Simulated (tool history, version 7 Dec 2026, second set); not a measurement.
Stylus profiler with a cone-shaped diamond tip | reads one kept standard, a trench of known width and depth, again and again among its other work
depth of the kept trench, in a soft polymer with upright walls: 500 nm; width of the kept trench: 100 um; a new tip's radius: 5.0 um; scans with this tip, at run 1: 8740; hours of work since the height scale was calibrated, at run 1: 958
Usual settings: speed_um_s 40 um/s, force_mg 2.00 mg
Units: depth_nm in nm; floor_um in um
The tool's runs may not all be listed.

run	hour	speed_um_s	force_mg	scans with this tip	hours of work since the height scale was calibrated	depth_nm	floor_um
1	0.0	40	2.00	8740	958	506.14	95.01
2	107.7	40	2.00	9391	1029	506.43	95.00
3	174.8	40	2.00	9796	1073	506.71	94.95
4	238.7	40	2.00	10183	1116	506.58	94.96
5	348.8	40	2.00	10848	1189	506.59	94.90
6	404.9	40	2.00	11188	1226	506.80	94.89
7	455.2	40	2.00	11492	1259	506.92	94.82
8	562.6	70	2.00	12141	1330	506.85	94.63
9	645.1	70	2.00	12640	1385	506.98	94.62
# hour 689.4: height scale calibrated on a step standard
10	740.0	70	2.00	13210	33	504.40	94.61
11	830.5	40	2.00	13758	93	504.57	94.74
12	911.0	40	2.00	14244	147	504.83	94.67
13	1015.8	40	2.00	14878	216	505.04	94.67
14	1067.3	42	2.00	15189	250	505.09	94.61
15	1151.1	42	2.00	15696	306	505.16	94.60
16	1217.3	40	2.00	16096	350	504.96	94.58
17	1326.8	35	2.00	16758	422	505.26	94.61
18	1380.2	35	2.00	17081	458	505.29	94.58
19	1470.2	35	2.00	17625	517	505.19	94.53
20	1541.5	35	2.00	18056	564	505.82	94.56
21	1625.0	40	2.00	18561	620	505.80	94.48
22	1713.2	40	2.00	19094	678	505.73	94.46
23	1790.2	40	1.01	19560	729	504.35	94.40
24	1860.1	40	1.01	19983	776	504.53	94.33
25	1948.6	65	4.12	20517	834	508.79	94.39
26	2056.4	54	2.74	21169	906	507.20	94.29
27	2119.6	54	2.74	21551	947	507.23	94.31
28	2190.7	54	1.46	21981	995	505.77	94.21
29	2296.3	54	1.46	22620	1065	505.55	94.21
30	2355.4	83	1.80	22977	1104	506.32	94.01

Forecast run 31:
31	2401.3	83	1.14	23254	1134	?	?

{"run 31": {"depth_nm": 505.68, "floor_um": 93.97}}
Without the tool's hidden state the same run would have given depth_nm 503.26 nm, floor_um 95.20 um.
